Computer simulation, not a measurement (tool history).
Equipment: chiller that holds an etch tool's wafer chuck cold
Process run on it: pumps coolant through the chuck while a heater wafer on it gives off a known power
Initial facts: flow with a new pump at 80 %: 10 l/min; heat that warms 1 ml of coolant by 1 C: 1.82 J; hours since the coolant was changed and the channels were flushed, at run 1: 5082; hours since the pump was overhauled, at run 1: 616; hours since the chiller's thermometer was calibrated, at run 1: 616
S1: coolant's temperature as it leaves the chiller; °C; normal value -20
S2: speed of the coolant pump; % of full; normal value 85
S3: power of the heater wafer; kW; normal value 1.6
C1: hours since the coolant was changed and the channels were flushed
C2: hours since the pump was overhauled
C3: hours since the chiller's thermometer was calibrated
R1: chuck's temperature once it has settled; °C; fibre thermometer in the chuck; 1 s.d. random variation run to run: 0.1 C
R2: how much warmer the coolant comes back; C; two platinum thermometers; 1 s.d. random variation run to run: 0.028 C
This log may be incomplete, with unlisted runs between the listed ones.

run 1 hour=0 | S1=-20 S2=85 S3=1.6 | C1=5082 C2=616 C3=616 | R1=0.6 R2=4.89
run 2 hour=68 | S1=-20 S2=85 S3=1.6 | C1=5150 C2=684 C3=684 | R1=0.7 R2=4.98
run 3 hour=136.9 | S1=-20 S2=85 S3=1.6 | C1=5219 C2=753 C3=753 | R1=0.4 R2=4.93
run 4 hour=204.9 | S1=-20 S2=85 S3=1.6 | C1=5287 C2=821 C3=821 | R1=0.7 R2=4.92
run 5 hour=270.5 | S1=-20 S2=85 S3=1.6 | C1=5352 C2=886 C3=886 | R1=0.6 R2=4.95
run 6 hour=335.9 | S1=-20 S2=64 S3=1.6 | C1=5418 C2=952 C3=952 | R1=6.6 R2=6.8
run 7 hour=392 | S1=-20 S2=85 S3=1.6 | C1=5474 C2=1008 C3=1008 | R1=0.6 R2=4.92
run 8 hour=439.5 | S1=-28 S2=85 S3=1.6 | C1=5521 C2=1055 C3=1055 | R1=-7.1 R2=4.92
run 9 hour=492 | S1=-28 S2=85 S3=1.6 | C1=5574 C2=1108 C3=1108 | R1=-7.2 R2=4.97
run 10 hour=532.4 | S1=-20 S2=85 S3=1.6 | C1=5614 C2=1148 C3=1148 | R1=0.8 R2=4.97
run 11 hour=587.2 | S1=-20 S2=85 S3=1.6 | C1=5669 C2=1203 C3=1203 | R1=0.8 R2=5.02
run 12 hour=654.8 | S1=-20 S2=85 S3=1.6 | C1=5737 C2=1271 C3=1271 | R1=1 R2=4.99
-- hour=659 chiller's thermometer calibrated
run 13 hour=708.3 | S1=-20 S2=85 S3=1.6 | C1=5789 C2=1323 C3=49 | R1=1 R2=5
run 14 hour=774 | S1=-20 S2=85 S3=1.6 | C1=5855 C2=1389 C3=115 | R1=1.2 R2=4.95
run 15 hour=817.8 | S1=-20 S2=85 S3=1.6 | C1=5899 C2=1433 C3=159 | R1=1.2 R2=4.96
run 16 hour=873.9 | S1=-20 S2=74 S3=1.6 | C1=5955 C2=1489 C3=215 | R1=3.8 R2=5.83
-- hour=890.3 chiller's thermometer calibrated, once more
run 17 hour=940.6 | S1=-20 S2=74 S3=1.6 | C1=6020 C2=1555 C3=50 | R1=3.8 R2=5.85
run 18 hour=980.2 | S1=-20 S2=85 S3=2.386 | C1=6060 C2=1594 C3=90 | R1=11.6 R2=7.42
run 19 hour=1033.6 | S1=-18 S2=83 S3=1.324 | C1=6113 C2=1648 C3=143 | R1=0 R2=4.25
run 20 hour=1073.4 | S1=-24 S2=83 S3=1.324 | C1=6153 C2=1687 C3=183 | R1=-6.1 R2=4.24
run 21 hour=1118.2 | S1=-16 S2=61 S3=1.04 | C1=6198 C2=1732 C3=228 | R1=2.2 R2=4.71
run 22 hour=1177.4 | S1=-16 S2=99 S3=1.04 | C1=6257 C2=1791 C3=287 | R1=-3.9 R2=2.73
run 23 hour=1226.9 | S1=-20 S2=85 S3=1.007 | C1=6307 C2=1841 C3=337 | R1=-6.6 R2=3.14
run 24 hour=1287.2 | S1=-20 S2=85 S3=1.149 | C1=6367 C2=1901 C3=397 | R1=-4.7 R2=3.59
run 25 hour=1345.9 | S1=-21 S2=66 S3=1.149 | C1=6426 C2=1960 C3=456 | R1=-2 R2=4.85
run 26 hour=1380.1 | S1=-26 S2=66 S3=1.149 | C1=6460 C2=1994 C3=490 | R1=-6.8 R2=4.83
run 27 hour=1453.1 | S1=-26 S2=66 S3=1.149 | C1=6533 C2=2067 C3=563 | R1=-6.9 R2=4.75
run 28 hour=1519.3 | S1=-17 S2=73 S3=2.033 | C1=6599 C2=2133 C3=629 | R1=14.1 R2=7.55
run 29 hour=1583.4 | S1=-17 S2=71 S3=1.253 | C1=6663 C2=2197 C3=693 | R1=2.6 R2=4.83

Consider 3 possible next runs. They are alternatives, not a sequence: every one starts from the tool as it was left by run 29. What does each give?
run A hour=1632 | S1=-19 S2=71 S3=0.921 | C1=6712 C2=2246 C3=742 | R1=? R2=?
run B hour=1632 | S1=-12 S2=71 S3=1.039 | C1=6712 C2=2246 C3=742 | R1=? R2=?
run C hour=1632 | S1=-14 S2=74 S3=0.976 | C1=6712 C2=2246 C3=742 | R1=? R2=?

run=A R1=-4.5 R2=3.49
run=B R1=4.4 R2=3.98
run=C R1=1 R2=3.56
The same runs, with their run-to-run variation unchanged, on a tool lacking any hidden condition would have given:
run=A R1=-6.4 R2=3.44
run=B R1=2.2 R2=3.92
run=C R1=-1 R2=3.51

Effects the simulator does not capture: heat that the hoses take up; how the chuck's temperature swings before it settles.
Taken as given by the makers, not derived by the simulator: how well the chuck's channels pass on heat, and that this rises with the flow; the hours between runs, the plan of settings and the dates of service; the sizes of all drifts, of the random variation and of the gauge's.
